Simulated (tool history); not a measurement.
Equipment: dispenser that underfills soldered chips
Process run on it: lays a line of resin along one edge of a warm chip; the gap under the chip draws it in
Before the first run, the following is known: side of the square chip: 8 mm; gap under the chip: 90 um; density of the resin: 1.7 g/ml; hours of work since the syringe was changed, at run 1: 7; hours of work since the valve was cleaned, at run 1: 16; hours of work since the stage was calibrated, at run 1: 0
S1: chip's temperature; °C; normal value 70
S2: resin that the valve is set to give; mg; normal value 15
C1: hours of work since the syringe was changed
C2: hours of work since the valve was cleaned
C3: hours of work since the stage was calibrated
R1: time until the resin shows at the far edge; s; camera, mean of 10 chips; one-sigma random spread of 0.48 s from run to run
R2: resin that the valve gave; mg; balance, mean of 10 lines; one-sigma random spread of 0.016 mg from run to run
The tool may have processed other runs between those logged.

{"run": 1, "day": 0.0, "S1": 70, "S2": 15, "C1": 7, "C2": 16, "C3": 0, "R1": 61.6, "R2": 14.91}
{"day": 0.042, "done": "new syringe of resin"}
{"run": 2, "day": 0.221, "S1": 70, "S2": 15, "C1": 3, "C2": 19, "C3": 4, "R1": 47.2, "R2": 14.9}
{"run": 3, "day": 0.329, "S1": 70, "S2": 15, "C1": 5, "C2": 21, "C3": 6, "R1": 55.4, "R2": 14.87}
{"day": 0.454, "done": "new syringe of resin"}
{"run": 4, "day": 0.475, "S1": 74, "S2": 15, "C1": 0, "C2": 24, "C3": 8, "R1": 30.8, "R2": 14.85}
{"run": 5, "day": 0.658, "S1": 74, "S2": 15, "C1": 4, "C2": 27, "C3": 12, "R1": 40.5, "R2": 14.83}
{"run": 6, "day": 0.788, "S1": 74, "S2": 15, "C1": 6, "C2": 29, "C3": 14, "R1": 47.4, "R2": 14.81}
{"day": 0.867, "done": "new syringe of resin"}
{"run": 7, "day": 0.938, "S1": 74, "S2": 15, "C1": 1, "C2": 32, "C3": 16, "R1": 33.5, "R2": 14.83}
{"run": 8, "day": 1.05, "S1": 70, "S2": 15, "C1": 3, "C2": 34, "C3": 18, "R1": 48.4, "R2": 14.81}
{"run": 9, "day": 1.246, "S1": 70, "S2": 15, "C1": 7, "C2": 38, "C3": 22, "R1": 63, "R2": 14.79}
{"day": 1.283, "done": "new syringe of resin"}
{"run": 10, "day": 1.379, "S1": 77, "S2": 15.6, "C1": 2, "C2": 40, "C3": 24, "R1": 31.2, "R2": 15.38}
{"run": 11, "day": 1.579, "S1": 83, "S2": 17.2, "C1": 5, "C2": 43, "C3": 28, "R1": 30, "R2": 16.94}
{"day": 1.696, "done": "new syringe of resin"}
{"day": 1.746, "done": "dispensing valve cleaned and set on the balance"}
{"run": 12, "day": 1.825, "S1": 71, "S2": 14.6, "C1": 2, "C2": 1, "C3": 31, "R1": 39, "R2": 14.57}
{"run": 13, "day": 1.925, "S1": 78, "S2": 14.4, "C1": 3, "C2": 3, "C3": 33, "R1": 32.5, "R2": 14.41}
{"run": 14, "day": 2.067, "S1": 78, "S2": 14.4, "C1": 6, "C2": 6, "C3": 36, "R1": 39.3, "R2": 14.38}
{"day": 2.154, "done": "new syringe of resin"}
{"run": 15, "day": 2.167, "S1": 78, "S2": 14.4, "C1": 0, "C2": 7, "C3": 37, "R1": 25.6, "R2": 14.38}
{"run": 16, "day": 2.375, "S1": 74, "S2": 13.3, "C1": 4, "C2": 11, "C3": 41, "R1": 43, "R2": 13.26}

For each run, the measured value with the value that run would have given without the tool's hidden condition subtracted. The run-to-run variation is shared by both, the gauge scatter possibly not:
What the log doesn't record here: resin's viscosity, % of fresh resin's; dose that the valve gives, % of what is set; true chip temperature over the reading, C; drift of the gauge itself on fill_s, %; drift of the gauge itself on given_mg, %.
run=1 R1=+24.8 R2=-0.09
run=2 R1=+10.8 R2=-0.12
run=3 R1=+18.2 R2=-0.13
run=4 R1=+1.1 R2=-0.14
run=5 R1=+10.2 R2=-0.15
run=6 R1=+17.5 R2=-0.17
run=7 R1=+3.3 R2=-0.18
run=8 R1=+10.9 R2=-0.19
run=9 R1=+25.6 R2=-0.2
run=10 R1=+4.3 R2=-0.23
run=11 R1=+10.4 R2=-0.27
run=12 R1=+4.3 R2=+0
run=13 R1=+7.3 R2=-0.01
run=14 R1=+13.8 R2=-0.02
run=15 R1=+0.8 R2=-0.02
run=16 R1=+11.5 R2=-0.04

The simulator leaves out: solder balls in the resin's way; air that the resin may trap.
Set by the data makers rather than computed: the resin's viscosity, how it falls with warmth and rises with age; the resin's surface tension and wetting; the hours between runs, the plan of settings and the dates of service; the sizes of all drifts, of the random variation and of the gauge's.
